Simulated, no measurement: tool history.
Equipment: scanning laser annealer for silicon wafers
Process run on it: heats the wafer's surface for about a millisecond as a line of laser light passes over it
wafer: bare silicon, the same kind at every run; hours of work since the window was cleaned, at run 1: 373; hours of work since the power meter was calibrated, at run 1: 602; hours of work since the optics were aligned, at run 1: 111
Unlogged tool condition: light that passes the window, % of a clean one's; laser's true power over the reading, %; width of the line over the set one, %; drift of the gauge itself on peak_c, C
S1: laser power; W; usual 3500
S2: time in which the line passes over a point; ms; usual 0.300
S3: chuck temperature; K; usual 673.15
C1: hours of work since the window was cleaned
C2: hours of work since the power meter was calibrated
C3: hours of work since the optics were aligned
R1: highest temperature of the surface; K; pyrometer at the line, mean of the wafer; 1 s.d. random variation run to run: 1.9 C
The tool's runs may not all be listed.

run	hour	S1	S2	S3	C1	C2	C3	R1
1	0.0	3500	0.300	673.15	373	602	111	1383.15
2	36.5	3500	0.300	661.15	396	626	134	1374.15
3	69.0	3249	0.300	673.15	417	647	155	1326.15
4	112.8	3249	0.300	673.15	445	675	183	1326.15
5	144.2	3249	0.300	673.15	466	695	204	1324.15
6	193.4	3500	0.300	673.15	497	727	235	1382.15
7	224.3	3460	0.300	673.15	517	747	255	1375.15
8	285.8	3682	0.300	673.15	557	787	295	1428.15
9	357.1	3682	0.300	673.15	603	833	341	1428.15
# hour 411.5: window over the wafer cleaned
10	414.8	3682	0.300	673.15	2	869	377	1428.15
11	467.0	3682	0.300	673.15	36	902	411	1427.15
12	500.4	3682	0.300	673.15	57	924	432	1428.15
13	566.6	3188	0.300	673.15	100	966	475	1311.15
14	626.7	3500	0.300	695.15	139	1005	514	1404.15
15	692.4	3500	0.300	695.15	181	1047	556	1406.15
16	762.7	3500	0.263	673.15	226	1093	601	1341.15
17	799.4	3500	0.300	673.15	250	1116	625	1385.15
18	835.3	3432	0.305	648.15	273	1140	648	1349.15
19	873.3	3432	0.305	648.15	298	1164	673	1348.15
20	928.1	3432	0.305	692.15	333	1199	708	1390.15
21	966.9	3293	0.315	686.15	358	1224	733	1363.15
22	1027.9	3293	0.315	686.15	397	1264	772	1364.15
23	1082.7	3500	0.212	658.15	433	1299	808	1254.15
24	1148.9	3500	0.212	658.15	475	1342	850	1252.15
25	1198.6	3616	0.300	687.15	507	1374	882	1424.15
26	1254.4	3513	0.300	673.15	543	1410	918	1386.15
27	1303.2	2991	0.330	666.15	575	1441	950	1285.15
28	1346.6	3500	0.300	664.15	603	1469	978	1373.15
29	1384.2	3345	0.220	673.15	627	1494	1002	1248.15
# hour 1400.2: window over the wafer cleaned
30	1451.4	3344	0.349	673.15	33	1536	1044	1403.15
31	1482.0	3743	0.300	644.15	53	1555	1064	1413.15
32	1543.2	3743	0.300	644.15	92	1595	1103	1414.15
33	1587.0	3384	0.217	691.15	120	1623	1131	1272.15
34	1623.1	3718	0.300	703.15	144	1646	1155	1466.15

Below are 4 alternative next runs, each starting from the tool's condition after run 34. Predict each:
A	1662.6	3551	0.315	639.15	169	1672	1180	?
B	1662.6	3090	0.300	711.15	169	1672	1180	?
C	1662.6	3125	0.300	679.15	169	1672	1180	?
D	1662.6	2981	0.283	699.15	169	1672	1180	?

run	R1
A	1381.15
B	1328.15
C	1299.15
D	1270.15
With the hidden condition removed and each run's random variation left untouched, the same runs would have given:
run	R1
A	1382.15
B	1329.15
C	1300.15
D	1271.15

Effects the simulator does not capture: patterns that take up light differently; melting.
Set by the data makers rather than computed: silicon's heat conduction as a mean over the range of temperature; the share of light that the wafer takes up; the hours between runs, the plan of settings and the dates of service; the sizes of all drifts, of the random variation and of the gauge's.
